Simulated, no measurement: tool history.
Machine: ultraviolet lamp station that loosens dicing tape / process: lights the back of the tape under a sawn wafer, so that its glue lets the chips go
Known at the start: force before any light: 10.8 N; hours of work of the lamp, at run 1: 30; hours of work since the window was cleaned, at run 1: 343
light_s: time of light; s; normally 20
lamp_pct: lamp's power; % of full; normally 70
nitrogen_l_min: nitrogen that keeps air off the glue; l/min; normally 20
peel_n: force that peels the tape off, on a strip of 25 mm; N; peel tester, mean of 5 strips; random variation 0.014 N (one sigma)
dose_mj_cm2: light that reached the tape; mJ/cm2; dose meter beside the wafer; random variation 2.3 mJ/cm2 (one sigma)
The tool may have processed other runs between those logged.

run   hour  light_s  lamp_pct  nitrogen_l_min  hours of work of the lamp  hours of work since the window was cleaned  peel_n  dose_mj_cm2
  1    0.0       20        70              20                         30                                         343   0.794          212
  2   10.6       20        70              22                         36                                         349   0.768          212
  3   21.8       20        84              22                         42                                         355   0.489          250
  4   33.2       20        75              22                         48                                         361   0.658          221
  5   40.0       20        75              22                         52                                         365   0.659          220
  6   48.8       20        75              11                         57                                         370   1.270          222
      50.2  -- window cleaned of glue's vapour
  7   55.5       20        66              20                         61                                           3   1.015          193
  8   64.6       20        66              20                         66                                           8   1.052          187
  9   70.6       20        66              20                         69                                          12   1.008          190
 10   75.8       20        66              21                         72                                          14   1.018          190
 11   85.5       18        70               7                         78                                          20   2.552          176
      91.2  -- window cleaned of glue's vapour, once more
 12   93.9       11        70               7                         82                                           2   4.022          121
 13  101.4       20        75              20                         87                                           6   0.653          232
 14  107.8       36        81              10                         90                                           9   0.259          457
 15  118.9       11        81              10                         96                                          16   2.998          136

Run 16, settings as shown, results not yet in. Your forecast:
 16  129.6       21        90              13                        102                                          22       ?            ?

For run 16 the tool returned peel_n 0.558 N, dose_mj_cm2 287 mJ/cm2.
The same run, on a tool lacking any hidden state, would have yielded peel_n 0.468 N, dose_mj_cm2 308 mJ/cm2.
